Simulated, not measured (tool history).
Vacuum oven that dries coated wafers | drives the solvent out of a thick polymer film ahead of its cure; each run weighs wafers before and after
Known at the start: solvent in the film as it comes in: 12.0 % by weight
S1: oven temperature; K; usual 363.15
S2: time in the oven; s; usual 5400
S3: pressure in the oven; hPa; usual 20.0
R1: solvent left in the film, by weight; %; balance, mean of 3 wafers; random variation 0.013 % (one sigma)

Run 1, day 0.000: usual settings. Result: R1 1.04 %.
Run 2, day 1.933: usual settings. Result: R1 1.02 %.
Run 3, day 3.250: usual settings. Result: R1 1.01 %.
Run 4, day 4.058: usual settings. Result: R1 1.03 %.
Run 5, day 5.204: usual settings but S3 70.1 hPa. Result: R1 2.38 %.
Run 6, day 6.979: usual settings but S3 70.1 hPa. Result: R1 2.39 %.
Run 7, day 7.958: usual settings but S3 70.1 hPa. Result: R1 2.37 %.
Run 8, day 9.317: usual settings but S2 3840 s. Result: R1 1.60 %.
Run 9, day 10.538: usual settings but S2 3840 s. Result: R1 1.63 %.
Run 10, day 12.162: usual settings but S2 3840 s. Result: R1 1.61 %.
Run 11, day 14.142: usual settings but S3 13.5 hPa. Result: R1 0.83 %.
Run 12, day 15.354: usual settings but S2 4500 s. Result: R1 1.29 %.
Run 13, day 16.796: usual settings but S2 4500 s. Result: R1 1.26 %.
Run 14, day 17.896: usual settings but S2 4500 s. Result: R1 1.28 %.
Run 15, day 19.304: usual settings but S2 4260 s, S3 56.2 hPa. Result: R1 2.32 %.
Run 16, day 20.267: usual settings but S1 375.15 K, S2 7680 s, S3 66.2 hPa. Result: R1 1.24 %.
Run 17, day 21.917: usual settings but S1 375.15 K, S2 7680 s, S3 66.2 hPa. Result: R1 1.24 %.
Run 18, day 22.992: usual settings but S1 375.15 K, S2 7680 s, S3 66.2 hPa. Result: R1 1.25 %.
Run 19, day 24.558: usual settings but S1 357.15 K, S2 5760 s, S3 74.6 hPa. Result: R1 3.33 %.
Run 20, day 25.896: usual settings but S1 357.15 K, S2 6840 s, S3 12.7 hPa. Result: R1 1.00 %.
At day 26.821: oven's thermocouples calibrated.
Run 21, day 27.267: usual settings but S1 376.15 K, S2 6840 s, S3 54.1 hPa. Result: R1 1.06 %.
Run 22, day 28.708: usual settings but S1 350.15 K. Result: R1 3.10 %.
Run 23, day 29.583: usual settings but S1 355.15 K, S3 52.9 hPa. Result: R1 3.34 %.
Run 24, day 30.750: usual settings but S1 354.15 K, S3 60.3 hPa. Result: R1 3.80 %.
Run 25, day 32.608: usual settings but S1 355.15 K, S3 39.1 hPa. Result: R1 2.85 %.
Run 26, day 34.438: usual settings but S1 374.15 K, S2 3480 s, S3 39.6 hPa. Result: R1 1.18 %.
Run 27, day 35.788: usual settings but S1 374.15 K, S2 2760 s, S3 78.9 hPa. Result: R1 2.24 %.
Run 28, day 37.025: usual settings but S2 6120 s, S3 34.8 hPa. Result: R1 1.41 %.

5 ways to go on from here, each from the tool as it stands after run 28. What would each give?
Run A, day 38.754: usual settings but S2 3780 s, S3 52.1 hPa. Result: R1 ?.
Run B, day 38.754: usual settings but S1 364.15 K, S2 4980 s, S3 34.8 hPa. Result: R1 ?.
Run C, day 38.754: usual settings but S2 6120 s, S3 65.4 hPa. Result: R1 ?.
Run D, day 38.754: usual settings but S1 353.15 K, S2 5820 s. Result: R1 ?.
Run E, day 38.754: usual settings but S1 359.15 K, S2 7200 s, S3 34.8 hPa. Result: R1 ?.

run    R1
  A  2.67
  B  1.55
  C  2.26
  D  2.30
  E  1.62
Without the tool's hidden state the same runs would have given:
run    R1
  A  2.67
  B  1.54
  C  2.24
  D  2.29
  E  1.59
